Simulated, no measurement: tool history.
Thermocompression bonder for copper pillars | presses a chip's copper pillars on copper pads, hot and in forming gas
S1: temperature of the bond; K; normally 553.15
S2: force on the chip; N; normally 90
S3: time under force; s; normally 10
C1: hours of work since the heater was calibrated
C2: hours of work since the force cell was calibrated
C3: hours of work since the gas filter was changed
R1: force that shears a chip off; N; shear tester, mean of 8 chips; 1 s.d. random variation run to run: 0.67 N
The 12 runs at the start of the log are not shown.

{"run": 13, "hour": 199.8, "S1": 553.15, "S2": 90, "S3": 10, "C1": 438, "C2": 365, "C3": 91, "R1": 54.1}
{"run": 14, "hour": 219.1, "S1": 540.15, "S2": 90, "S3": 10, "C1": 447, "C2": 374, "C3": 99, "R1": 45.9}
{"run": 15, "hour": 233.2, "S1": 553.15, "S2": 73, "S3": 10, "C1": 453, "C2": 380, "C3": 106, "R1": 47.1}
{"run": 16, "hour": 247.5, "S1": 553.15, "S2": 73, "S3": 10, "C1": 459, "C2": 386, "C3": 112, "R1": 45.7}
{"run": 17, "hour": 258.3, "S1": 553.15, "S2": 90, "S3": 10, "C1": 464, "C2": 391, "C3": 117, "R1": 54.7}
{"run": 18, "hour": 275.1, "S1": 573.15, "S2": 61, "S3": 8, "C1": 472, "C2": 399, "C3": 124, "R1": 47.1}
{"run": 19, "hour": 298.2, "S1": 527.15, "S2": 90, "S3": 9, "C1": 482, "C2": 409, "C3": 135, "R1": 37.5}
{"run": 20, "hour": 318.3, "S1": 527.15, "S2": 90, "S3": 9, "C1": 491, "C2": 418, "C3": 143, "R1": 36.1}
{"run": 21, "hour": 337.5, "S1": 558.15, "S2": 64, "S3": 14, "C1": 499, "C2": 426, "C3": 152, "R1": 49.2}
{"run": 22, "hour": 356.7, "S1": 553.15, "S2": 68, "S3": 10, "C1": 508, "C2": 435, "C3": 161, "R1": 42.8}
{"run": 23, "hour": 367.7, "S1": 557.15, "S2": 68, "S3": 10, "C1": 513, "C2": 440, "C3": 165, "R1": 45}
{"run": 24, "hour": 389.5, "S1": 553.15, "S2": 74, "S3": 8, "C1": 522, "C2": 449, "C3": 175, "R1": 41.9}
{"run": 25, "hour": 400.6, "S1": 556.15, "S2": 62, "S3": 21, "C1": 527, "C2": 454, "C3": 180, "R1": 51.5}
{"run": 26, "hour": 415.8, "S1": 552.15, "S2": 90, "S3": 19, "C1": 534, "C2": 461, "C3": 187, "R1": 60.6}
{"run": 27, "hour": 427.3, "S1": 571.15, "S2": 73, "S3": 24, "C1": 539, "C2": 466, "C3": 192, "R1": 67.5}
{"run": 28, "hour": 440.3, "S1": 577.15, "S2": 83, "S3": 9, "C1": 545, "C2": 472, "C3": 198, "R1": 60.4}
{"run": 29, "hour": 454.0, "S1": 572.15, "S2": 57, "S3": 30, "C1": 551, "C2": 478, "C3": 204, "R1": 62}
{"run": 30, "hour": 472.3, "S1": 576.15, "S2": 90, "S3": 17, "C1": 559, "C2": 486, "C3": 212, "R1": 70.1}
{"run": 31, "hour": 487.9, "S1": 575.15, "S2": 61, "S3": 17, "C1": 566, "C2": 493, "C3": 219, "R1": 57.5}
{"run": 32, "hour": 510.2, "S1": 575.15, "S2": 61, "S3": 17, "C1": 576, "C2": 503, "C3": 229, "R1": 58.6}
{"run": 33, "hour": 526.2, "S1": 539.15, "S2": 58, "S3": 15, "C1": 583, "C2": 510, "C3": 236, "R1": 33.2}

Here are 4 independent what-if runs from the current tool condition. What would each one return?
{"run": "A", "hour": 540.1, "S1": 545.15, "S2": 110, "S3": 15, "C1": 589, "C2": 516, "C3": 242, "R1": "?"}
{"run": "B", "hour": 540.1, "S1": 553.15, "S2": 55, "S3": 7, "C1": 589, "C2": 516, "C3": 242, "R1": "?"}
{"run": "C", "hour": 540.1, "S1": 560.15, "S2": 63, "S3": 11, "C1": 589, "C2": 516, "C3": 242, "R1": "?"}
{"run": "D", "hour": 540.1, "S1": 574.15, "S2": 90, "S3": 27, "C1": 589, "C2": 516, "C3": 242, "R1": "?"}

run=A R1=59.7
run=B R1=30.7
run=C R1=45
run=D R1=72.8
With no hidden state in the tool, these same runs would have given:
run=A R1=65.8
run=B R1=35.1
run=C R1=50.6
run=D R1=77.8
